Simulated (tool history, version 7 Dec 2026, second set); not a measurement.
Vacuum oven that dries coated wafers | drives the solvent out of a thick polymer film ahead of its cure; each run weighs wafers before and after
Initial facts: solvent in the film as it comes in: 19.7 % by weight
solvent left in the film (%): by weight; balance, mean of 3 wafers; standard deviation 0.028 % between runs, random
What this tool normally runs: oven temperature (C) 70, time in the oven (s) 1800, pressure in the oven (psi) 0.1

run	hour	oven temperature (C)	time in the oven (s)	pressure in the oven (psi)	solvent left in the film (%)
1	0.0	70	1800	0.1	1.38
2	64.5	70	1800	0.1	1.36
3	112.2	70	1800	0.1	1.43
4	182.9	65	1800	0.1	2.12
5	231.4	70	2340	0.1	1.03
6	267.4	70	2340	0.1	1.05
7	318.2	70	2340	0.1	1.05
8	389.5	70	2340	0.1	0.99
9	454.7	70	2340	0.1	1.06

The next listed run, before its measurement:
10	490.9	70	2340	0.1	?

solvent left in the film (%): 1.04
Minus the tool's unlogged condition, the same run would have read solvent left in the film (%) 0.76.
